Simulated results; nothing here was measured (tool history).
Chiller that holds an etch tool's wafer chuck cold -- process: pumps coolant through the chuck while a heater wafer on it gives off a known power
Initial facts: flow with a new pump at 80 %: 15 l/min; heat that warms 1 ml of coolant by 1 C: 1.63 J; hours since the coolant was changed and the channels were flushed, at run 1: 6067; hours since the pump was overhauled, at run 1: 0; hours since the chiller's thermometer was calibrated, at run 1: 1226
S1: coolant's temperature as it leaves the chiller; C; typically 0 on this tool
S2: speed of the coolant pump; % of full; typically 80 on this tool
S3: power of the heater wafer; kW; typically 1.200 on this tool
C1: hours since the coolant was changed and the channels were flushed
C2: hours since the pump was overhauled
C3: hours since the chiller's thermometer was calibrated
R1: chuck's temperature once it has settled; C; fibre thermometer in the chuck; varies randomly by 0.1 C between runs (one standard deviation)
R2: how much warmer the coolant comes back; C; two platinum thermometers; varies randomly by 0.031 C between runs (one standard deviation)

run,day,S1,S2,S3,C1,C2,C3,R1,R2
1,0.000,0,80,1.200,6067,0,1226,7.4,2.94
2,3.062,0,80,1.200,6141,73,1299,7.6,2.99
3,10.000,0,80,1.200,6307,240,1466,7.5,2.94
4,15.775,0,80,0.618,6446,379,1604,3.9,1.54
5,18.775,0,80,0.618,6518,451,1676,3.9,1.55
6,23.288,0,80,0.618,6626,559,1785,3.7,1.55
7,29.458,0,80,0.618,6774,707,1933,3.9,1.53
8,34.367,0,80,0.618,6892,825,2050,3.9,1.61
9,41.200,0,80,1.200,7056,989,2214,7.6,3.03
10,45.004,0,80,1.200,7147,1080,2306,7.6,2.99
11,49.458,0,80,1.200,7254,1187,2413,7.5,3.00
12,52.588,3,99,1.200,7329,1262,2488,9.7,2.39
13,56.033,3,99,1.200,7412,1345,2570,9.5,2.40
14,59.567,-10,99,0.759,7497,1430,2655,-5.8,1.55
15,62.825,-10,99,1.240,7575,1508,2733,-3.2,2.45
16,69.354,2,74,1.381,7732,1664,2890,11.0,3.82
17,73.742,8,96,1.596,7837,1770,2995,16.8,3.31

What if the next run were any one of these 5? Each begins from the tool's condition after run 17:
A,77.083,7,96,0.685,7917,1850,3076,?,?
B,77.083,-5,63,1.596,7917,1850,3076,?,?
C,77.083,9,92,1.596,7917,1850,3076,?,?
D,77.083,9,96,0.605,7917,1850,3076,?,?
E,77.083,6,98,1.373,7917,1850,3076,?,?

run,R1,R2
A,11.0,1.50
B,6.8,5.21
C,18.3,3.43
D,12.6,1.28
E,13.5,2.80
The same runs, with their run-to-run variation unchanged, on a tool lacking any hidden condition would have given:
run,R1,R2
A,11.0,1.40
B,6.7,5.09
C,18.2,3.32
D,12.5,1.17
E,13.5,2.69

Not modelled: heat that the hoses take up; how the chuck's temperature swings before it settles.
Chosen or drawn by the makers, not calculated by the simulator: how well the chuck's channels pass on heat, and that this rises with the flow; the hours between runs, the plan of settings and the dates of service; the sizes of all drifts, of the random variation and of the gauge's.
